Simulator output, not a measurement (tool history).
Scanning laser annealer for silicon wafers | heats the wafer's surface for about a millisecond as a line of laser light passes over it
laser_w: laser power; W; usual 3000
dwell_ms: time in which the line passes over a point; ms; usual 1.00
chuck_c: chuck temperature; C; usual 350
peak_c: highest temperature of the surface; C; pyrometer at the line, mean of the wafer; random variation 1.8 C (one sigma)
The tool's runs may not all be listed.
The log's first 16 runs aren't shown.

run	hour	laser_w	dwell_ms	chuck_c	hours of work since the window was cleaned	hours of work since the power meter was calibrated	hours of work since the optics were aligned	peak_c
17	162.2	3000	1.00	350	105	206	9	1070
18	171.5	3000	1.00	350	110	212	15	1067
19	178.1	3000	1.20	350	114	215	18	1142
20	188.4	3298	0.74	365	120	221	24	1049
21	199.9	3298	0.74	365	126	228	31	1046
22	208.8	2693	0.89	375	131	233	36	978
23	217.5	2594	0.89	311	136	238	41	891
24	225.1	2594	0.89	311	141	242	45	892
25	237.0	2989	1.21	388	147	249	52	1180
26	249.0	2989	1.21	381	154	256	59	1172
27	260.8	2668	0.92	350	161	262	65	955
28	266.5	3085	1.00	358	164	266	69	1098
29	274.1	2640	1.00	372	168	270	73	999
30	282.6	2640	1.17	377	173	275	78	1054
31	289.8	2640	1.17	377	177	279	82	1053
32	302.0	2640	1.17	377	184	286	89	1054
33	308.6	2819	0.89	377	188	289	92	1004
34	313.7	2996	1.17	361	191	292	95	1135
35	325.6	3219	1.05	371	198	299	102	1165
36	333.3	3027	1.12	350	202	304	107	1112
37	345.7	3000	1.00	350	209	311	114	1066
38	355.7	2880	0.72	333	215	316	119	909

Forecast each of these 5 alternatives for the next run:
A	363.8	3000	1.00	387	219	321	124	?
B	363.8	2873	0.97	334	219	321	124	?
C	363.8	3254	0.79	369	219	321	124	?
D	363.8	2845	0.72	333	219	321	124	?
E	363.8	2939	0.83	333	219	321	124	?

run	peak_c
A	1098
B	1005
C	1061
D	900
E	966
Without the tool's hidden state the same runs would have given:
run	peak_c
A	1114
B	1021
C	1077
D	913
E	981

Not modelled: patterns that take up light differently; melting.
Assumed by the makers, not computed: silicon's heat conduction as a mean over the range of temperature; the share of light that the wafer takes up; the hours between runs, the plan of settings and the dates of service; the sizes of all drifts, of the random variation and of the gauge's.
